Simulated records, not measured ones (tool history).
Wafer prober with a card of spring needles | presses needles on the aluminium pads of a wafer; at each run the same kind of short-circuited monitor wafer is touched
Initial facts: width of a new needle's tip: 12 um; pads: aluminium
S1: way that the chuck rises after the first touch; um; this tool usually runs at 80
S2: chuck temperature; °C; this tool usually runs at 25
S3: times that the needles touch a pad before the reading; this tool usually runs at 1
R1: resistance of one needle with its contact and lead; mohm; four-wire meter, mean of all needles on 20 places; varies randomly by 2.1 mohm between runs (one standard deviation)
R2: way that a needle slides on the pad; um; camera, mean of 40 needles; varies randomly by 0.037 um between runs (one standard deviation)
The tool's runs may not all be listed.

run 1 day=0 | S1=80 S2=25 S3=1 | R1=230 R2=20.3
-- day=0.85 tips cleaned on abrasive film
run 2 day=0.879 | S1=80 S2=25 S3=1 | R1=231 R2=20.23
run 3 day=1.533 | S1=80 S2=25 S3=1 | R1=228 R2=20.27
-- day=1.896 tips cleaned on abrasive film
run 4 day=2.104 | S1=80 S2=25 S3=1 | R1=229 R2=20.35
-- day=2.558 height of the first contact set anew
run 5 day=2.704 | S1=85 S2=25 S3=1 | R1=230 R2=21.59
-- day=2.971 tips cleaned on abrasive film
run 6 day=3.412 | S1=82 S2=25 S3=1 | R1=229 R2=20.88
-- day=4.021 tips cleaned on abrasive film
run 7 day=4.312 | S1=82 S2=25 S3=1 | R1=233 R2=20.82
run 8 day=4.875 | S1=82 S2=25 S3=1 | R1=230 R2=20.85
-- day=5.054 tips cleaned on abrasive film
run 9 day=5.879 | S1=82 S2=25 S3=1 | R1=226 R2=20.83
-- day=6.138 tips cleaned on abrasive film
run 10 day=7.042 | S1=82 S2=25 S3=1 | R1=227 R2=20.76
-- day=7.162 tips cleaned on abrasive film
run 11 day=8.004 | S1=82 S2=25 S3=1 | R1=230 R2=20.87
-- day=8.238 tips cleaned on abrasive film
run 12 day=8.6 | S1=82 S2=25 S3=1 | R1=230 R2=20.83
-- day=9.304 tips cleaned on abrasive film
run 13 day=9.562 | S1=82 S2=25 S3=1 | R1=234 R2=20.78
-- day=10.362 tips cleaned on abrasive film
run 14 day=10.446 | S1=82 S2=25 S3=1 | R1=231 R2=20.78
-- day=11.433 tips cleaned on abrasive film
run 15 day=11.45 | S1=82 S2=25 S3=1 | R1=228 R2=20.82
-- day=12.479 tips cleaned on abrasive film
run 16 day=12.479 | S1=80 S2=25 S3=1 | R1=232 R2=20.36
run 17 day=13.329 | S1=80 S2=25 S3=1 | R1=227 R2=20.35
-- day=13.504 tips cleaned on abrasive film
run 18 day=13.917 | S1=80 S2=25 S3=2 | R1=234 R2=20.37
-- day=14.562 tips cleaned on abrasive film
run 19 day=14.562 | S1=75 S2=77 S3=1 | R1=246 R2=19.09
run 20 day=15.329 | S1=80 S2=55 S3=2 | R1=238 R2=20.33
-- day=15.588 tips cleaned on abrasive film
run 21 day=16.088 | S1=81 S2=25 S3=2 | R1=229 R2=20.53
-- day=16.662 tips cleaned on abrasive film
run 22 day=16.742 | S1=63 S2=38 S3=2 | R1=234 R2=15.94
run 23 day=17.562 | S1=62 S2=38 S3=2 | R1=238 R2=15.72
-- day=17.683 tips cleaned on abrasive film
-- day=18.704 tips cleaned on abrasive film
run 24 day=18.783 | S1=80 S2=117 S3=1 | R1=250 R2=20.33
run 25 day=19.538 | S1=80 S2=78 S3=1 | R1=243 R2=20.31
-- day=19.771 tips cleaned on abrasive film
run 26 day=20.662 | S1=80 S2=47 S3=3 | R1=234 R2=20.35
-- day=20.854 tips cleaned on abrasive film
run 27 day=21.829 | S1=81 S2=98 S3=2 | R1=246 R2=20.59
-- day=21.9 tips cleaned on abrasive film
run 28 day=22.908 | S1=81 S2=98 S3=2 | R1=249 R2=20.55
-- day=22.992 tips cleaned on abrasive film
run 29 day=23.783 | S1=81 S2=98 S3=2 | R1=246 R2=20.57
-- day=24.054 tips cleaned on abrasive film
run 30 day=24.9 | S1=69 S2=38 S3=1 | R1=232 R2=17.52
-- day=25.096 tips cleaned on abrasive film
run 31 day=25.458 | S1=67 S2=38 S3=2 | R1=236 R2=16.93
-- day=26.179 tips cleaned on abrasive film
run 32 day=26.242 | S1=67 S2=38 S3=2 | R1=236 R2=16.96
-- day=26.646 height of the first contact set anew
run 33 day=26.946 | S1=67 S2=52 S3=1 | R1=241 R2=17.02

Each row is a separate what-if for the run after 33, all from the same tool condition, not one after another. Results?
-- day=27.25 tips cleaned on abrasive film
run A day=28.221 | S1=71 S2=52 S3=1 | R1=? R2=?
-- day=27.25 tips cleaned on abrasive film
run B day=28.221 | S1=80 S2=25 S3=2 | R1=? R2=?
-- day=27.25 tips cleaned on abrasive film
run C day=28.221 | S1=80 S2=27 S3=1 | R1=? R2=?
-- day=27.25 tips cleaned on abrasive film
run D day=28.221 | S1=74 S2=66 S3=1 | R1=? R2=?

run=A R1=242 R2=18.02
run=B R1=230 R2=20.35
run=C R1=232 R2=20.31
run=D R1=243 R2=18.78
Had the tool no hidden state, the same runs would have come out as:
run=A R1=241 R2=18.02
run=B R1=229 R2=20.35
run=C R1=231 R2=20.31
run=D R1=242 R2=18.78
